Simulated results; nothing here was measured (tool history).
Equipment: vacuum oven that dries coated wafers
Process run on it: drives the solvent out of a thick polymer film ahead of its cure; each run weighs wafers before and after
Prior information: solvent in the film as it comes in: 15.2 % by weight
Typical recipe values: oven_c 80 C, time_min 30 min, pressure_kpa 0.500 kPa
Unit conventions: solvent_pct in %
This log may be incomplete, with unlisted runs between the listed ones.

| run | hour | oven_c | time_min | pressure_kpa | solvent_pct |
|---|---|---|---|---|---|
| 1 | 0.0 | 80 | 30 | 0.500 | 1.35 |
| 2 | 17.2 | 80 | 30 | 0.500 | 1.35 |
| 3 | 42.8 | 80 | 30 | 0.500 | 1.28 |
| 4 | 58.4 | 80 | 30 | 0.500 | 1.27 |
| 5 | 81.7 | 80 | 30 | 0.500 | 1.44 |
| 6 | 109.1 | 68 | 30 | 0.500 | 5.08 |
|  | 124.2 | oven's thermocouples calibrated |
| 7 | 125.3 | 90 | 30 | 0.500 | 0.23 |
| 8 | 139.4 | 90 | 30 | 0.500 | 0.27 |
| 9 | 156.7 | 80 | 30 | 0.500 | 0.93 |
| 10 | 182.1 | 80 | 30 | 0.500 | 0.96 |
| 11 | 209.3 | 80 | 30 | 0.277 | 0.79 |
| 12 | 222.0 | 80 | 30 | 1.209 | 1.40 |
| 13 | 237.8 | 80 | 30 | 1.800 | 1.71 |
| 14 | 255.4 | 80 | 30 | 0.500 | 0.97 |
| 15 | 274.2 | 80 | 30 | 0.500 | 0.93 |
| 16 | 300.9 | 80 | 21 | 0.500 | 1.90 |
| 17 | 322.4 | 80 | 21 | 0.500 | 1.89 |
| 18 | 344.9 | 80 | 29 | 0.500 | 1.04 |
| 19 | 360.5 | 80 | 29 | 0.500 | 1.01 |
| 20 | 381.0 | 80 | 29 | 0.500 | 1.15 |
| 21 | 405.3 | 80 | 39 | 0.500 | 0.61 |
| 22 | 422.3 | 80 | 30 | 1.218 | 1.50 |
| 23 | 447.2 | 95 | 30 | 0.500 | 0.20 |
| 24 | 467.0 | 66 | 29 | 1.081 | 5.68 |
| 25 | 487.8 | 92 | 20 | 1.267 | 0.64 |
| 26 | 505.3 | 92 | 20 | 1.267 | 0.64 |
| 27 | 523.6 | 78 | 24 | 0.787 | 2.11 |
| 28 | 537.6 | 78 | 24 | 0.787 | 2.21 |
| 29 | 549.4 | 78 | 24 | 0.787 | 2.11 |
| 30 | 570.9 | 72 | 54 | 0.787 | 1.42 |
| 31 | 582.5 | 72 | 54 | 0.787 | 1.49 |
| 32 | 608.7 | 93 | 47 | 1.567 | 0.69 |
| 33 | 620.2 | 93 | 47 | 0.509 | 0.20 |
| 34 | 645.3 | 93 | 46 | 0.680 | 0.25 |
| 35 | 661.1 | 91 | 30 | 1.365 | 0.63 |
| 36 | 680.3 | 93 | 49 | 1.083 | 0.41 |
| 37 | 694.8 | 94 | 49 | 1.083 | 0.47 |
| 38 | 711.1 | 93 | 27 | 1.701 | 0.72 |
| 39 | 724.1 | 67 | 39 | 1.669 | 4.82 |
| 40 | 736.0 | 95 | 24 | 1.685 | 0.66 |

For some of the steps in solvent_pct from one run to the next: how much would appear even if the tool had no hidden state, given the settings, what came in and random variation, and how much remains for the hidden state plus any gauge scatter that the measured result and the result without hidden state don't share?
Hidden conditions of the tool in this case: true wafer temperature over the reading, C; true pressure over the reading, kPa; drift of the gauge itself on solvent_pct, %.
Run 5 -> 6: oven_c 80 -> 68. solvent_pct +3.64 %: hidden state +0.41, all else +3.23.
Run 6 -> 7: oven_c 68 -> 90, oven's thermocouples calibrated. solvent_pct -4.85 %: hidden state -0.78, all else -4.07.
Run 23 -> 24: oven_c 95 -> 66, time_min 30 -> 29, pressure_kpa 0.500 -> 1.081. solvent_pct +5.48 %: hidden state +0.08, all else +5.40.
Run 24 -> 25: oven_c 66 -> 92, time_min 29 -> 20, pressure_kpa 1.081 -> 1.267. solvent_pct -5.04 %: hidden state -0.07, all else -4.97.
Run 38 -> 39: oven_c 93 -> 67, time_min 27 -> 39, pressure_kpa 1.701 -> 1.669. solvent_pct +4.10 %: hidden state +0.21, all else +3.89.

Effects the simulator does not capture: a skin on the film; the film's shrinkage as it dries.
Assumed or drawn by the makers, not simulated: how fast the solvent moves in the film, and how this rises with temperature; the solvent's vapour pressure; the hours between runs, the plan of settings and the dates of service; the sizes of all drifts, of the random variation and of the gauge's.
